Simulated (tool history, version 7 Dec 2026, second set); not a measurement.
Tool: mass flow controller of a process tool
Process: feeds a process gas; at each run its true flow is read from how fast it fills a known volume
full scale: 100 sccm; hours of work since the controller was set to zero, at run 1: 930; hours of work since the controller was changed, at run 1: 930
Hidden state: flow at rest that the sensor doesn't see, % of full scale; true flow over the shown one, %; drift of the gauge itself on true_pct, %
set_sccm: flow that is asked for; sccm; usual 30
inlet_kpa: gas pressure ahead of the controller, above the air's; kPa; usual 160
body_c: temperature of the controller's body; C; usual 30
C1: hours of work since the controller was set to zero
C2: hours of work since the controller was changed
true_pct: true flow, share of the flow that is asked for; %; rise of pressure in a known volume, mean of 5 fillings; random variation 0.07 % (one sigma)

{"run": 1, "hour": 0.0, "set_sccm": 30, "inlet_kpa": 160, "body_c": 30, "C1": 930, "C2": 930, "true_pct": 97.71}
{"run": 2, "hour": 270.1, "set_sccm": 30, "inlet_kpa": 160, "body_c": 30, "C1": 1112, "C2": 1112, "true_pct": 97.5}
{"run": 3, "hour": 458.6, "set_sccm": 30, "inlet_kpa": 160, "body_c": 30, "C1": 1240, "C2": 1240, "true_pct": 97.17}
{"run": 4, "hour": 668.3, "set_sccm": 30, "inlet_kpa": 166, "body_c": 30, "C1": 1382, "C2": 1382, "true_pct": 97.31}
{"run": 5, "hour": 957.4, "set_sccm": 30, "inlet_kpa": 166, "body_c": 37, "C1": 1578, "C2": 1578, "true_pct": 96.4}
{"run": 6, "hour": 1156.2, "set_sccm": 30, "inlet_kpa": 166, "body_c": 37, "C1": 1712, "C2": 1712, "true_pct": 96.2}
{"run": 7, "hour": 1377.0, "set_sccm": 30, "inlet_kpa": 166, "body_c": 37, "C1": 1862, "C2": 1862, "true_pct": 95.93}
{"run": 8, "hour": 1667.8, "set_sccm": 30, "inlet_kpa": 166, "body_c": 37, "C1": 2058, "C2": 2058, "true_pct": 95.78}
{"run": 9, "hour": 1806.2, "set_sccm": 17, "inlet_kpa": 166, "body_c": 37, "C1": 2152, "C2": 2152, "true_pct": 94.74}
{"run": 10, "hour": 1985.6, "set_sccm": 17, "inlet_kpa": 166, "body_c": 37, "C1": 2273, "C2": 2273, "true_pct": 94.41}
{"run": 11, "hour": 2216.4, "set_sccm": 17, "inlet_kpa": 166, "body_c": 37, "C1": 2430, "C2": 2430, "true_pct": 94.2}
{"run": 12, "hour": 2529.8, "set_sccm": 17, "inlet_kpa": 166, "body_c": 37, "C1": 2642, "C2": 2642, "true_pct": 93.85}
{"run": 13, "hour": 2749.0, "set_sccm": 30, "inlet_kpa": 262, "body_c": 30, "C1": 2790, "C2": 2790, "true_pct": 95.63}
{"run": 14, "hour": 2927.8, "set_sccm": 94, "inlet_kpa": 160, "body_c": 30, "C1": 2911, "C2": 2911, "true_pct": 96.73}
{"run": 15, "hour": 3145.8, "set_sccm": 30, "inlet_kpa": 160, "body_c": 28, "C1": 3059, "C2": 3059, "true_pct": 95.15}
{"run": 16, "hour": 3349.0, "set_sccm": 30, "inlet_kpa": 160, "body_c": 30, "C1": 3196, "C2": 3196, "true_pct": 94.94}
{"run": 17, "hour": 3599.8, "set_sccm": 30, "inlet_kpa": 160, "body_c": 30, "C1": 3366, "C2": 3366, "true_pct": 94.56}
{"run": 18, "hour": 3805.4, "set_sccm": 30, "inlet_kpa": 160, "body_c": 30, "C1": 3505, "C2": 3505, "true_pct": 94.37}
{"run": 19, "hour": 4034.7, "set_sccm": 30, "inlet_kpa": 160, "body_c": 30, "C1": 3660, "C2": 3660, "true_pct": 94.22}
{"hour": 4058.0, "done": "controller's zero set anew"}
{"run": 20, "hour": 4317.9, "set_sccm": 30, "inlet_kpa": 160, "body_c": 30, "C1": 176, "C2": 3852, "true_pct": 92.82}
{"run": 21, "hour": 4610.2, "set_sccm": 30, "inlet_kpa": 160, "body_c": 30, "C1": 374, "C2": 4049, "true_pct": 92.59}
{"run": 22, "hour": 4792.5, "set_sccm": 30, "inlet_kpa": 160, "body_c": 30, "C1": 497, "C2": 4173, "true_pct": 92.35}
{"run": 23, "hour": 4997.9, "set_sccm": 30, "inlet_kpa": 160, "body_c": 30, "C1": 636, "C2": 4312, "true_pct": 92.35}
{"run": 24, "hour": 5273.5, "set_sccm": 30, "inlet_kpa": 160, "body_c": 30, "C1": 823, "C2": 4498, "true_pct": 92.12}
{"hour": 5304.7, "done": "controller's zero set anew, once more"}
{"run": 25, "hour": 5572.2, "set_sccm": 22, "inlet_kpa": 252, "body_c": 28, "C1": 181, "C2": 4700, "true_pct": 95.41}
{"run": 26, "hour": 5728.1, "set_sccm": 22, "inlet_kpa": 252, "body_c": 28, "C1": 287, "C2": 4806, "true_pct": 95.38}
{"run": 27, "hour": 5998.9, "set_sccm": 30, "inlet_kpa": 258, "body_c": 24, "C1": 470, "C2": 4989, "true_pct": 95.58}
{"run": 28, "hour": 6277.2, "set_sccm": 30, "inlet_kpa": 258, "body_c": 24, "C1": 658, "C2": 5177, "true_pct": 95.33}
{"run": 29, "hour": 6564.3, "set_sccm": 46, "inlet_kpa": 272, "body_c": 35, "C1": 852, "C2": 5372, "true_pct": 94.39}
{"hour": 6670.2, "done": "controller exchanged for a calibrated one"}
{"run": 30, "hour": 6907.1, "set_sccm": 46, "inlet_kpa": 272, "body_c": 35, "C1": 160, "C2": 160, "true_pct": 98.98}
{"run": 31, "hour": 7147.1, "set_sccm": 23, "inlet_kpa": 185, "body_c": 23, "C1": 323, "C2": 323, "true_pct": 99.17}
{"run": 32, "hour": 7489.2, "set_sccm": 23, "inlet_kpa": 185, "body_c": 23, "C1": 554, "C2": 554, "true_pct": 98.79}
{"run": 33, "hour": 7761.0, "set_sccm": 23, "inlet_kpa": 185, "body_c": 23, "C1": 738, "C2": 738, "true_pct": 98.55}
{"run": 34, "hour": 8064.9, "set_sccm": 23, "inlet_kpa": 185, "body_c": 23, "C1": 944, "C2": 944, "true_pct": 98.19}
{"run": 35, "hour": 8308.4, "set_sccm": 24, "inlet_kpa": 206, "body_c": 28, "C1": 1109, "C2": 1109, "true_pct": 97.72}
{"run": 36, "hour": 8506.0, "set_sccm": 11, "inlet_kpa": 174, "body_c": 22, "C1": 1242, "C2": 1242, "true_pct": 96.67}
{"run": 37, "hour": 8824.9, "set_sccm": 76, "inlet_kpa": 148, "body_c": 29, "C1": 1458, "C2": 1458, "true_pct": 98.0}
{"run": 38, "hour": 9055.0, "set_sccm": 76, "inlet_kpa": 148, "body_c": 29, "C1": 1614, "C2": 1614, "true_pct": 97.96}
{"run": 39, "hour": 9202.9, "set_sccm": 76, "inlet_kpa": 148, "body_c": 29, "C1": 1714, "C2": 1714, "true_pct": 97.76}
{"run": 40, "hour": 9479.8, "set_sccm": 11, "inlet_kpa": 177, "body_c": 33, "C1": 1902, "C2": 1902, "true_pct": 94.38}
{"run": 41, "hour": 9664.5, "set_sccm": 17, "inlet_kpa": 160, "body_c": 30, "C1": 2026, "C2": 2026, "true_pct": 95.42}
{"run": 42, "hour": 9847.3, "set_sccm": 17, "inlet_kpa": 160, "body_c": 30, "C1": 2150, "C2": 2150, "true_pct": 95.28}
{"run": 43, "hour": 10141.6, "set_sccm": 71, "inlet_kpa": 245, "body_c": 30, "C1": 2349, "C2": 2349, "true_pct": 97.47}
{"run": 44, "hour": 10295.9, "set_sccm": 71, "inlet_kpa": 245, "body_c": 30, "C1": 2454, "C2": 2454, "true_pct": 97.26}
{"run": 45, "hour": 10597.9, "set_sccm": 71, "inlet_kpa": 243, "body_c": 30, "C1": 2658, "C2": 2658, "true_pct": 96.99}
{"run": 46, "hour": 10799.2, "set_sccm": 71, "inlet_kpa": 243, "body_c": 30, "C1": 2794, "C2": 2794, "true_pct": 97.07}
{"run": 47, "hour": 11143.2, "set_sccm": 28, "inlet_kpa": 217, "body_c": 28, "C1": 3027, "C2": 3027, "true_pct": 95.38}

Measured less the same run without the tool's hidden state. The same run-to-run variation is in both; the gauge's scatter may not be:
run=1 true_pct=-1.18
run=2 true_pct=-1.41
run=3 true_pct=-1.57
run=4 true_pct=-1.76
run=5 true_pct=-2.00
run=6 true_pct=-2.17
run=7 true_pct=-2.37
run=8 true_pct=-2.63
run=9 true_pct=-3.60
run=10 true_pct=-3.81
run=11 true_pct=-4.07
run=12 true_pct=-4.44
run=13 true_pct=-3.56
run=14 true_pct=-2.69
run=15 true_pct=-3.92
run=16 true_pct=-4.09
run=17 true_pct=-4.31
run=18 true_pct=-4.50
run=19 true_pct=-4.71
run=20 true_pct=-6.02
run=21 true_pct=-6.28
run=22 true_pct=-6.43
run=23 true_pct=-6.62
run=24 true_pct=-6.86
run=25 true_pct=-3.81
run=26 true_pct=-3.98
run=27 true_pct=-4.15
run=28 true_pct=-4.39
run=29 true_pct=-4.48
run=30 true_pct=+0.04
run=31 true_pct=-0.33
run=32 true_pct=-0.68
run=33 true_pct=-0.95
run=34 true_pct=-1.26
run=35 true_pct=-1.47
run=36 true_pct=-2.79
run=37 true_pct=-1.22
run=38 true_pct=-1.37
run=39 true_pct=-1.46
run=40 true_pct=-4.20
run=41 true_pct=-3.35
run=42 true_pct=-3.58
run=43 true_pct=-2.13
run=44 true_pct=-2.23
run=45 true_pct=-2.41
run=46 true_pct=-2.54
run=47 true_pct=-3.87
